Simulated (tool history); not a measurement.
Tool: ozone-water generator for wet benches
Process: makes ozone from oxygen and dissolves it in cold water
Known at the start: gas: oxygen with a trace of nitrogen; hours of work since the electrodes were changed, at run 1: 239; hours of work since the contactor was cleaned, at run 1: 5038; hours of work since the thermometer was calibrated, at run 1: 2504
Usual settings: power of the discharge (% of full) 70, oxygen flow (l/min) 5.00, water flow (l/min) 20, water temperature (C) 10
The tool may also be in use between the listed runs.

run	hour	power of the discharge (% of full)	oxygen flow (l/min)	water flow (l/min)	water temperature (C)	hours of work since the electrodes were changed	hours of work since the contactor was cleaned	hours of work since the thermometer was calibrated	dissolved ozone (ppm)	ozone in the gas ahead of the water (g/m3)
1	0.0	70	5.00	20	10	239	5038	2504	21.6	174.7
2	41.1	70	5.00	20	10	272	5070	2537	21.4	173.8
3	80.9	70	5.00	12	10	304	5102	2569	32.0	173.8
4	102.3	70	4.67	20	10	321	5119	2586	21.2	179.3
5	125.6	70	4.67	20	10	339	5138	2604	21.3	179.8
6	155.9	70	4.67	20	10	363	5162	2628	21.0	180.1
7	184.2	70	4.67	20	10	386	5184	2651	21.3	181.0
8	217.9	70	4.67	20	10	413	5211	2678	21.4	180.8
9	234.8	70	4.67	20	10	426	5224	2691	20.9	182.3
10	262.1	70	4.67	20	10	448	5246	2713	21.1	180.9
11	292.1	70	5.00	20	10	472	5270	2737	21.1	173.8
# hour 295.7: water thermometer calibrated
12	326.4	70	5.00	20	18	499	5297	24	19.1	173.6
13	361.3	70	5.00	20	18	526	5325	52	19.3	174.2
14	377.8	70	2.94	20	18	539	5338	65	18.2	231.8
15	398.1	70	8.14	17	15	556	5354	81	22.3	132.5
16	426.1	70	8.14	17	15	578	5376	104	21.9	131.8
# hour 441.2: contactor cleaned
17	456.7	97	5.00	20	14	599	12	125	25.6	207.5
18	486.8	70	4.54	22	13	623	36	149	19.5	182.8
# hour 527.5: water thermometer calibrated, once more
19	527.5	89	5.00	20	5	655	68	0	26.6	197.3
20	564.7	89	5.00	20	5	685	98	30	27.2	197.2
21	594.4	42	5.00	23	10	708	122	53	14.6	129.0
22	622.9	45	5.00	28	10	731	144	76	12.6	134.9
23	661.3	70	4.23	20	14	761	175	106	21.0	189.0
24	680.8	81	3.20	30	11	777	190	122	14.6	240.6
25	697.4	81	3.20	17	17	790	203	135	24.7	237.4

Forecast each of these 5 alternatives for the next run:
A	735.2	70	5.00	20	17	820	234	165	?	?
B	735.2	70	7.47	20	12	820	234	165	?	?
C	735.2	43	8.99	17	17	820	234	165	?	?
D	735.2	70	5.00	15	7	820	234	165	?	?
E	735.2	70	5.00	25	10	820	234	165	?	?

run	dissolved ozone (ppm)	ozone in the gas ahead of the water (g/m3)
A	20.3	173.8
B	22.0	140.3
C	16.4	95.0
D	29.2	171.1
E	17.9	171.0
Without the tool's hidden state the same runs would have given:
run	dissolved ozone (ppm)	ozone in the gas ahead of the water (g/m3)
A	20.7	177.3
B	22.5	143.1
C	16.6	96.4
D	29.9	174.6
E	18.3	174.4
